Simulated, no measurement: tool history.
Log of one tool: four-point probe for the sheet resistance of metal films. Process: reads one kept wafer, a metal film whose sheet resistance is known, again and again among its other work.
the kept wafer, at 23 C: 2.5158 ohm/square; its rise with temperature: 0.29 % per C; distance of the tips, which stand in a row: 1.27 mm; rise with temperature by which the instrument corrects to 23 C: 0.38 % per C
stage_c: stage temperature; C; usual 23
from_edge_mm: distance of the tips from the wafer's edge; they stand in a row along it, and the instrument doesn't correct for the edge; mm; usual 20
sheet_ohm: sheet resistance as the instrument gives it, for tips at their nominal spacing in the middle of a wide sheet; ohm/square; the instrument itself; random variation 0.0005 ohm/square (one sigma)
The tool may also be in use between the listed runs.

run 1 hour=0 | stage_c=23 from_edge_mm=20 | sheet_ohm=2.533036
run 2 hour=16.5 | stage_c=23 from_edge_mm=20 | sheet_ohm=2.532999
run 3 hour=26.1 | stage_c=24 from_edge_mm=20 | sheet_ohm=2.53127
run 4 hour=45 | stage_c=23 from_edge_mm=20 | sheet_ohm=2.533476
run 5 hour=58.2 | stage_c=23 from_edge_mm=20 | sheet_ohm=2.53297
run 6 hour=71.8 | stage_c=23 from_edge_mm=20 | sheet_ohm=2.533072
run 7 hour=81.6 | stage_c=23 from_edge_mm=20 | sheet_ohm=2.532186
run 8 hour=100.7 | stage_c=23 from_edge_mm=20 | sheet_ohm=2.533663
run 9 hour=119.1 | stage_c=23 from_edge_mm=20 | sheet_ohm=2.531882
run 10 hour=138.8 | stage_c=23 from_edge_mm=20 | sheet_ohm=2.532762
run 11 hour=150.6 | stage_c=23 from_edge_mm=20 | sheet_ohm=2.533159
run 12 hour=161.8 | stage_c=23 from_edge_mm=22 | sheet_ohm=2.532635
run 13 hour=175.6 | stage_c=23 from_edge_mm=22 | sheet_ohm=2.532115
run 14 hour=191.1 | stage_c=23 from_edge_mm=22 | sheet_ohm=2.531262
run 15 hour=210.9 | stage_c=23 from_edge_mm=22 | sheet_ohm=2.531552
run 16 hour=220.5 | stage_c=23 from_edge_mm=22 | sheet_ohm=2.532801
run 17 hour=238.3 | stage_c=23 from_edge_mm=20 | sheet_ohm=2.532955
run 18 hour=251.2 | stage_c=23 from_edge_mm=20 | sheet_ohm=2.532256
run 19 hour=262.3 | stage_c=23 from_edge_mm=47 | sheet_ohm=2.528264
run 20 hour=275.4 | stage_c=23 from_edge_mm=47 | sheet_ohm=2.527579
run 21 hour=291.1 | stage_c=23 from_edge_mm=47 | sheet_ohm=2.527941
run 22 hour=308 | stage_c=34 from_edge_mm=3 | sheet_ohm=2.723102
run 23 hour=319.1 | stage_c=24 from_edge_mm=73 | sheet_ohm=2.527104
run 24 hour=337.6 | stage_c=31 from_edge_mm=10 | sheet_ohm=2.532423
run 25 hour=354.1 | stage_c=31 from_edge_mm=10 | sheet_ohm=2.532402
run 26 hour=362.6 | stage_c=31 from_edge_mm=10 | sheet_ohm=2.532878
run 27 hour=379.3 | stage_c=31 from_edge_mm=10 | sheet_ohm=2.532882
run 28 hour=388.9 | stage_c=31 from_edge_mm=10 | sheet_ohm=2.532367
run 29 hour=404.5 | stage_c=31 from_edge_mm=10 | sheet_ohm=2.531347
run 30 hour=414.5 | stage_c=31 from_edge_mm=10 | sheet_ohm=2.53252
run 31 hour=430.5 | stage_c=26 from_edge_mm=10 | sheet_ohm=2.54268

Forecast each of these 5 alternatives for the next run:
run A hour=445.7 | stage_c=25 from_edge_mm=20 | sheet_ohm=?
run B hour=445.7 | stage_c=28 from_edge_mm=18 | sheet_ohm=?
run C hour=445.7 | stage_c=23 from_edge_mm=10 | sheet_ohm=?
run D hour=445.7 | stage_c=22 from_edge_mm=10 | sheet_ohm=?
run E hour=445.7 | stage_c=26 from_edge_mm=37 | sheet_ohm=?

run=A sheet_ohm=2.527648
run=B sheet_ohm=2.523229
run=C sheet_ohm=2.549248
run=D sheet_ohm=2.550262
run=E sheet_ohm=2.523311
Without the tool's hidden state the same runs would have given:
run=A sheet_ohm=2.51671
run=B sheet_ohm=2.51235
run=C sheet_ohm=2.538193
run=D sheet_ohm=2.539188
run=E sheet_ohm=2.512404
